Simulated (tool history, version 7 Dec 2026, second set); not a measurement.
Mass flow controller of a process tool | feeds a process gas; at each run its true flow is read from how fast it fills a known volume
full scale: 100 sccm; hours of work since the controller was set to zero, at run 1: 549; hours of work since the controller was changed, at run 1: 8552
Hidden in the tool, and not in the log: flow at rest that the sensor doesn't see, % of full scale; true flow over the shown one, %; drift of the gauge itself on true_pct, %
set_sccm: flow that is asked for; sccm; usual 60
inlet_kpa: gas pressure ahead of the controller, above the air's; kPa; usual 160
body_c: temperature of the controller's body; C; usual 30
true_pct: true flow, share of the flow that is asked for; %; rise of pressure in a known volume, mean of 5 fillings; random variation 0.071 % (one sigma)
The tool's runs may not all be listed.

run    hour  set_sccm  inlet_kpa  body_c  hours of work since the controller was set to zero  hours of work since the controller was changed  true_pct
  1     0.0        60        160      30                                                 549                                            8552    102.73
  2   136.7        60        160      30                                                 648                                            8651    102.81
  3   321.9        60        160      30                                                 783                                            8786    102.80
  4   584.9        60        160      30                                                 974                                            8978    102.89
  5   804.1        12        160      30                                                1134                                            9137    101.16
  6  1036.2        60        247      30                                                1303                                            9306    103.33
  7  1300.0        60        247      30                                                1495                                            9498    103.36
  8  1498.3        59        160      30                                                1639                                            9643    103.05
     1521.4  -- controller's zero set anew
  9  1775.7        59        170      30                                                 185                                            9844    103.00
     1949.4  -- controller exchanged for a calibrated one
 10  1964.6        59        170      30                                                  11                                              11     99.96
 11  2212.9        59        170      30                                                 192                                             192     99.95
 12  2365.1        40        191      22                                                 303                                             303     99.03
 13  2499.5        20        160      30                                                 401                                             401     99.24
 14  2759.0        60        195      26                                                 589                                             589     99.69

Forecast each of these 4 alternatives for the next run:
  A  2985.9        18        251      32                                                 755                                             755         ?
  B  2985.9        72        160      25                                                 755                                             755         ?
  C  2985.9        24        195      26                                                 755                                             755         ?
  D  2985.9        11        160      36                                                 755                                             755         ?

run  true_pct
  A     99.95
  B     99.66
  C     98.85
  D     99.44
Without the tool's hidden state the same runs would have given:
run  true_pct
  A    100.01
  B     99.38
  C     98.80
  D     99.79
